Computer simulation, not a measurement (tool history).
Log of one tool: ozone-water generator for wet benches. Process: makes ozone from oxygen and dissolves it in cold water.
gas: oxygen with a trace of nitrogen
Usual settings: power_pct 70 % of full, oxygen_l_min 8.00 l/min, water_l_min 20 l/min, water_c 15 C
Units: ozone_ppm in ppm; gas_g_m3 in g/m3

Run 1, hour 0.0: usual settings. Result: ozone_ppm 34.9 ppm, gas_g_m3 239.3 g/m3.
At hour 20.0: contactor cleaned.
Run 2, hour 64.3: usual settings. Result: ozone_ppm 34.9 ppm, gas_g_m3 237.2 g/m3.
Run 3, hour 128.4: usual settings. Result: ozone_ppm 34.6 ppm, gas_g_m3 238.6 g/m3.
Run 4, hour 190.4: usual settings. Result: ozone_ppm 34.5 ppm, gas_g_m3 236.1 g/m3.
Run 5, hour 272.7: usual settings. Result: ozone_ppm 34.4 ppm, gas_g_m3 238.1 g/m3.
Run 6, hour 337.3: usual settings. Result: ozone_ppm 34.3 ppm, gas_g_m3 240.8 g/m3.
Run 7, hour 380.7: usual settings. Result: ozone_ppm 35.0 ppm, gas_g_m3 239.2 g/m3.
Run 8, hour 446.4: usual settings but power_pct 55 % of full, water_c 17 C. Result: ozone_ppm 26.9 ppm, gas_g_m3 194.2 g/m3.
Run 9, hour 487.2: usual settings but power_pct 55 % of full, water_c 17 C. Result: ozone_ppm 27.1 ppm, gas_g_m3 194.3 g/m3.
Run 10, hour 524.2: usual settings but power_pct 55 % of full, water_c 17 C. Result: ozone_ppm 27.2 ppm, gas_g_m3 193.1 g/m3.
Run 11, hour 567.8: usual settings but power_pct 77 % of full, oxygen_l_min 8.46 l/min, water_l_min 12 l/min, water_c 17 C. Result: ozone_ppm 48.7 ppm, gas_g_m3 255.0 g/m3.
Run 12, hour 606.9: usual settings but power_pct 77 % of full, oxygen_l_min 8.46 l/min, water_l_min 12 l/min, water_c 17 C. Result: ozone_ppm 48.8 ppm, gas_g_m3 253.2 g/m3.
Run 13, hour 667.4: usual settings but power_pct 48 % of full, water_l_min 15 l/min, water_c 7 C. Result: ozone_ppm 34.8 ppm, gas_g_m3 174.0 g/m3.

Some steps in gas_g_m3 between neighbouring runs. How much of each would the tool show without its hidden state too (settings, what came in, random variation), and how much is left for the hidden state, with any gauge scatter that isn't in both results?
The hidden state here: yield of the discharge, % of new electrodes'; contactor's efficiency, % of a clean one's; true water temperature over the reading, C; drift of the gauge itself on ozone_ppm, %; drift of the gauge itself on gas_g_m3, %.
Run 10 -> 11: power_pct 55 -> 77, oxygen_l_min 8.00 -> 8.46, water_l_min 20 -> 12. gas_g_m3 +61.9 g/m3: hidden state +0.5, all else +61.4.
Run 12 -> 13: power_pct 77 -> 48, oxygen_l_min 8.46 -> 8.00, water_l_min 12 -> 15, water_c 17 -> 7. gas_g_m3 -79.2 g/m3: hidden state -0.5, all else -78.7.

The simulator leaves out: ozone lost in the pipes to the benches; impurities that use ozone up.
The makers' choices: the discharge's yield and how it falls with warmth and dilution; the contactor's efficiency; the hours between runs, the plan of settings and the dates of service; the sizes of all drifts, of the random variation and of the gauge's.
